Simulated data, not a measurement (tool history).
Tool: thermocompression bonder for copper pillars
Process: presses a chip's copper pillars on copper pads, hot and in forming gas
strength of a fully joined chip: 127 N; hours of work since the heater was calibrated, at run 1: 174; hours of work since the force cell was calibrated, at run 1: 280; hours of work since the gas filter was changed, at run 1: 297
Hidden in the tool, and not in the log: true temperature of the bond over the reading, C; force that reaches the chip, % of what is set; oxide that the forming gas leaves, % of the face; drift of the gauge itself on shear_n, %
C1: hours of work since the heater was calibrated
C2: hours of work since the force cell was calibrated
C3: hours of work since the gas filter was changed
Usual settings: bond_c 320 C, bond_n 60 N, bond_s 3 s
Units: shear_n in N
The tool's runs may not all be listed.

Run 1, hour 0: usual settings; C1 174; C2 280; C3 297. Result: shear_n 81.8 N.
Run 2, hour 6.6: usual settings; C1 177; C2 283; C3 300. Result: shear_n 83 N.
Run 3, hour 15.8: usual settings; C1 181; C2 288; C3 304. Result: shear_n 83.4 N.
Run 4, hour 32: usual settings; C1 189; C2 295; C3 312. Result: shear_n 83.9 N.
Run 5, hour 40.7: usual settings; C1 193; C2 299; C3 316. Result: shear_n 83.8 N.
Run 6, hour 49.8: usual settings but bond_c 335 C; C1 197; C2 304; C3 320. Result: shear_n 94.7 N.
Run 7, hour 61.9: usual settings but bond_c 335 C; C1 203; C2 310; C3 326. Result: shear_n 94 N.
Run 8, hour 71: usual settings but bond_c 335 C; C1 207; C2 314; C3 331. Result: shear_n 95.4 N.
Run 9, hour 82.9: usual settings but bond_c 330 C, bond_n 39 N; C1 213; C2 319; C3 336. Result: shear_n 62.2 N.
Run 10, hour 95.4: usual settings but bond_c 330 C, bond_n 39 N; C1 219; C2 325; C3 342. Result: shear_n 62.1 N.

4 ways to go on from here, each from the tool as it stands after run 10. What would each give?
Run A, hour 104.5: usual settings but bond_c 307 C, bond_n 85 N, bond_s 2 s; C1 223; C2 330; C3 346. Result: shear_n ?.
Run B, hour 104.5: usual settings but bond_c 330 C, bond_n 72 N, bond_s 2 s; C1 223; C2 330; C3 346. Result: shear_n ?.
Run C, hour 104.5: usual settings but bond_c 309 C, bond_n 57 N, bond_s 4 s; C1 223; C2 330; C3 346. Result: shear_n ?.
Run D, hour 104.5: usual settings but bond_c 339 C, bond_n 86 N, bond_s 2 s; C1 223; C2 330; C3 346. Result: shear_n ?.

run  shear_n
  A     89.5
  B       96
  C     79.1
  D    110.8
Without the tool's hidden state the same runs would have given:
run  shear_n
  A     87.6
  B       94
  C     77.5
  D    108.4
